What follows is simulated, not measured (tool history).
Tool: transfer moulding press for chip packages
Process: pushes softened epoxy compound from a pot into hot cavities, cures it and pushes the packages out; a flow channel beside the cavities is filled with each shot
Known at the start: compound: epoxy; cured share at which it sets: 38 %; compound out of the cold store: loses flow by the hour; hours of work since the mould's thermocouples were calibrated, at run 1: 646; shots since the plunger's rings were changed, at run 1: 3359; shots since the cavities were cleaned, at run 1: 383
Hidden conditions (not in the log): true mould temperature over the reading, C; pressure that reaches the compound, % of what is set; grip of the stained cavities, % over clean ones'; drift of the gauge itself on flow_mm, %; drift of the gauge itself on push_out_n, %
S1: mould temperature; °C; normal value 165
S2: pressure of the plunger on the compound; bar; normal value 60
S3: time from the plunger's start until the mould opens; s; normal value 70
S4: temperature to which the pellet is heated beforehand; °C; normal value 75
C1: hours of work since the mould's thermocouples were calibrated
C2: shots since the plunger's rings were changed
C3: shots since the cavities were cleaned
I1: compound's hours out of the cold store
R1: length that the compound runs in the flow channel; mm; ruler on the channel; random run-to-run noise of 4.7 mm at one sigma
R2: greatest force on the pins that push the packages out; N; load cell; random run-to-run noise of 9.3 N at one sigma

| run | hour | S1 | S2 | S3 | S4 | C1 | C2 | C3 | I1 | R1 | R2 |
|---|---|---|---|---|---|---|---|---|---|---|---|
| 1 | 0 | 165 | 60 | 70 | 75 | 646 | 3359 | 383 | 20.5 | 720 | 643 |
|  | 16.7 | cavities cleaned with cleaning compound and waxed |
| 2 | 31.1 | 165 | 60 | 70 | 75 | 662 | 3773 | 201 | 47.4 | 627 | 529 |
|  | 59.4 | cavities cleaned with cleaning compound and waxed |
| 3 | 59.4 | 165 | 60 | 70 | 75 | 675 | 4149 | 0 | 40.6 | 639 | 422 |
|  | 76.5 | mould's thermocouples calibrated |
| 4 | 95.4 | 165 | 60 | 70 | 75 | 10 | 4624 | 475 | 24.8 | 698 | 693 |
|  | 103.8 | cavities cleaned with cleaning compound and waxed |
| 5 | 120.2 | 165 | 60 | 70 | 75 | 22 | 4951 | 230 | 26.7 | 681 | 578 |
|  | 147.7 | cavities cleaned with cleaning compound and waxed |
| 6 | 155.1 | 165 | 51.2 | 70 | 75 | 39 | 5417 | 103 | 33.2 | 612 | 523 |
| 7 | 179.5 | 172 | 60 | 70 | 75 | 52 | 5759 | 445 | 30.3 | 652 | 562 |
|  | 190.8 | cavities cleaned with cleaning compound and waxed |
| 8 | 198.1 | 165 | 60 | 69 | 75 | 60 | 5998 | 101 | 34.2 | 645 | 543 |
|  | 225.4 | mould's thermocouples calibrated, once more |
| 9 | 226.5 | 165 | 60 | 58 | 75 | 1 | 6367 | 470 | 38.5 | 638 | 859 |
|  | 237.4 | plunger's sealing rings changed |
|  | 238.9 | cavities cleaned with cleaning compound and waxed |
| 10 | 248.7 | 165 | 60 | 70 | 75 | 10 | 137 | 137 | 46 | 650 | 505 |
|  | 284 | cavities cleaned with cleaning compound and waxed |
| 11 | 286.8 | 165 | 53.4 | 70 | 75 | 29 | 649 | 39 | 35.9 | 637 | 441 |
| 12 | 308.1 | 165 | 53.4 | 70 | 75 | 40 | 947 | 337 | 25.1 | 672 | 581 |
|  | 326.8 | cavities cleaned with cleaning compound and waxed |
| 13 | 330 | 163 | 53.4 | 70 | 75 | 50 | 1232 | 44 | 24.1 | 673 | 481 |
| 14 | 356 | 163 | 53.4 | 70 | 75 | 64 | 1597 | 409 | 42.7 | 620 | 652 |
|  | 371.7 | cavities cleaned with cleaning compound and waxed |
| 15 | 393.8 | 165 | 60 | 73 | 67 | 82 | 2104 | 309 | 9.4 | 763 | 600 |
|  | 414.7 | cavities cleaned with cleaning compound and waxed |
| 16 | 430.7 | 159 | 47.7 | 88 | 75 | 101 | 2599 | 224 | 47.9 | 570 | 526 |

Run 17, settings as shown, results not yet in. Your forecast:
| 17 | 447.7 | 159 | 47.7 | 79 | 75 | 110 | 2838 | 463 | 14.6 | ? | ? |

For run 17 the tool returned R1 676 mm, R2 784 N.
Take away the tool's hidden state, keep the run-to-run variation as it was, and the same run would have given R1 700 mm, R2 498 N.
